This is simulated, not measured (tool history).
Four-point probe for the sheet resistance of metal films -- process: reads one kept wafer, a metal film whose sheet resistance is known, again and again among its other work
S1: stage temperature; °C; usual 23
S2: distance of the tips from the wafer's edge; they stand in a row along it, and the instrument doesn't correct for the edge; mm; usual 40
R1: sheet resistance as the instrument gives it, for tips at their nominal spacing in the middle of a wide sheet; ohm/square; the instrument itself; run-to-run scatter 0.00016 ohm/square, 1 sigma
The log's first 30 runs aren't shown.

run   hour  S1  S2        R1
 31  642.5  28   9  0.797845
 32  664.9  24   4  0.807252
 33  685.4  24   4    0.8073
 34  703.7  24   4  0.807137
 35  727.8  29  46  0.795871
 36  742.7  29  46   0.79579
 37  766.3  20  32  0.797381
 38  793.6  25   5  0.803387
 39    812  25   9  0.798188
 40  835.7  25   9  0.798554
 41  857.7  25   7  0.799683
 42    870  33   7  0.798728
 43  888.9  33   7  0.798893
 44  911.9  24  31  0.796863

Consider 3 possible next runs. They are alternatives, not a sequence: every one starts from the tool as it was left by run 44. What does each give?
  A  932.2  19  40   ?
  B  932.2  18  31   ?
  C  932.2  25  31   ?

run        R1
  A  0.797295
  B  0.797943
  C  0.796923
Stripped of hidden state, with their random variation kept, the same runs would have yielded:
run        R1
  A   0.79736
  B  0.798008
  C  0.796987
